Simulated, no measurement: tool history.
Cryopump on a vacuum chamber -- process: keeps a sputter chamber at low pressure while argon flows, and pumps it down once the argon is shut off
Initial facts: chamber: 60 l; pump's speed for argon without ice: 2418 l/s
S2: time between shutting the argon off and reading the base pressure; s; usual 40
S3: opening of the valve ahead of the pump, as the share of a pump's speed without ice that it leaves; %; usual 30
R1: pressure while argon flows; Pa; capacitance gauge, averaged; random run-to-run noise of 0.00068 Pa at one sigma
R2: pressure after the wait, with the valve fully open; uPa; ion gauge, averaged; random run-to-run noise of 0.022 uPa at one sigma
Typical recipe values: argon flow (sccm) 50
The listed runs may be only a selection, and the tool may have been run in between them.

Run 1, day 0: usual settings. Result: R1 0.1199 Pa, R2 1.99 uPa.
Run 2, day 2.117: usual settings. Result: R1 0.1217 Pa, R2 2.04 uPa.
Run 3, day 3.812: usual settings. Result: R1 0.1214 Pa, R2 2 uPa.
Run 4, day 4.875: usual settings. Result: R1 0.1209 Pa, R2 2.14 uPa.
Run 5, day 5.833: usual settings. Result: R1 0.1211 Pa, R2 2.11 uPa.
Run 6, day 7.4: usual settings. Result: R1 0.1231 Pa, R2 2.12 uPa.
Run 7, day 9: usual settings. Result: R1 0.1237 Pa, R2 2.13 uPa.
Run 8, day 11.283: usual settings. Result: R1 0.1228 Pa, R2 2.12 uPa.
Run 9, day 12.458: usual settings but argon flow (sccm) 77. Result: R1 0.1891 Pa, R2 2.19 uPa.
Run 10, day 13.454: usual settings but S2 216 s. Result: R1 0.1229 Pa, R2 1.85 uPa.
Run 11, day 15.646: usual settings but S2 216 s. Result: R1 0.1221 Pa, R2 1.87 uPa.
Run 12, day 17.138: usual settings but S2 216 s. Result: R1 0.1227 Pa, R2 1.86 uPa.
At day 17.717: leaking fittings of the chamber tightened, without venting.
Run 13, day 18.642: usual settings but S2 216 s. Result: R1 0.1243 Pa, R2 0.27 uPa.
Run 14, day 19.6: usual settings but S2 216 s. Result: R1 0.1226 Pa, R2 0.28 uPa.
Run 15, day 21.538: usual settings but S2 216 s. Result: R1 0.1242 Pa, R2 0.27 uPa.
Run 16, day 23.433: usual settings but S2 216 s. Result: R1 0.1244 Pa, R2 0.28 uPa.
Run 17, day 24.758: usual settings but S2 216 s. Result: R1 0.1236 Pa, R2 0.31 uPa.
Run 18, day 26.179: usual settings. Result: R1 0.1249 Pa, R2 0.7 uPa.
Run 19, day 28.2: usual settings but argon flow (sccm) 93, S2 52 s, S3 39 %. Result: R1 0.1826 Pa, R2 0.61 uPa.
Run 20, day 29.788: usual settings but argon flow (sccm) 93, S2 52 s, S3 39 %. Result: R1 0.1832 Pa, R2 0.62 uPa.
Run 21, day 30.821: usual settings but S2 37 s, S3 16 %. Result: R1 0.2275 Pa, R2 0.75 uPa.
Run 22, day 32.838: usual settings but S2 50 s, S3 40 %. Result: R1 0.0964 Pa, R2 0.65 uPa.
At day 34.338: pump warmed up, emptied and cooled again.
Run 23, day 34.971: usual settings but S2 50 s, S3 20 %. Result: R1 0.1761 Pa, R2 0.6 uPa.
Run 24, day 36.333: usual settings but argon flow (sccm) 41, S2 99 s, S3 20 %. Result: R1 0.1452 Pa, R2 0.43 uPa.
Run 25, day 37.371: usual settings but argon flow (sccm) 95, S2 140 s, S3 25 %. Result: R1 0.2696 Pa, R2 0.41 uPa.
Run 26, day 38.429: usual settings but argon flow (sccm) 95, S2 140 s, S3 25 %. Result: R1 0.2712 Pa, R2 0.37 uPa.
Run 27, day 39.721: usual settings but argon flow (sccm) 42, S3 20 %. Result: R1 0.1497 Pa, R2 0.74 uPa.
Run 28, day 41: usual settings but argon flow (sccm) 42, S2 121 s, S3 53 %. Result: R1 0.0569 Pa, R2 0.43 uPa.
Run 29, day 42.125: usual settings but argon flow (sccm) 42, S2 121 s, S3 53 %. Result: R1 0.0571 Pa, R2 0.44 uPa.
Run 30, day 43.538: usual settings but argon flow (sccm) 42, S2 70 s, S3 33 %. Result: R1 0.0906 Pa, R2 0.58 uPa.
Run 31, day 45.642: usual settings but argon flow (sccm) 67, S2 21 s, S3 51 %. Result: R1 0.0957 Pa, R2 1.19 uPa.
Run 32, day 47.429: usual settings but argon flow (sccm) 39, S2 173 s. Result: R1 0.0934 Pa, R2 0.43 uPa.
Run 33, day 48.671: usual settings but argon flow (sccm) 26, S2 149 s. Result: R1 0.0623 Pa, R2 0.49 uPa.
Run 34, day 49.792: usual settings but argon flow (sccm) 99, S2 31 s. Result: R1 0.2389 Pa, R2 0.92 uPa.
Run 35, day 51.046: usual settings but argon flow (sccm) 100, S2 165 s, S3 31 %. Result: R1 0.2337 Pa, R2 0.51 uPa.

Predict each of these 3 candidate next runs independently; none follows another, all start after run 35:
Run A, day 52.029: usual settings but argon flow (sccm) 76, S2 89 s, S3 39 %. Result: R1 ?, R2 ?.
Run B, day 52.029: usual settings but argon flow (sccm) 96, S2 95 s, S3 26 %. Result: R1 ?, R2 ?.
Run C, day 52.029: usual settings but argon flow (sccm) 54, S2 165 s, S3 31 %. Result: R1 ?, R2 ?.

run      R1    R2
  A  0.1422  0.56
  B  0.2647  0.61
  C  0.1254   0.5
With no hidden state in the tool, these same runs would have given:
run      R1    R2
  A  0.1366   0.3
  B  0.2575  0.35
  C  0.1214  0.25
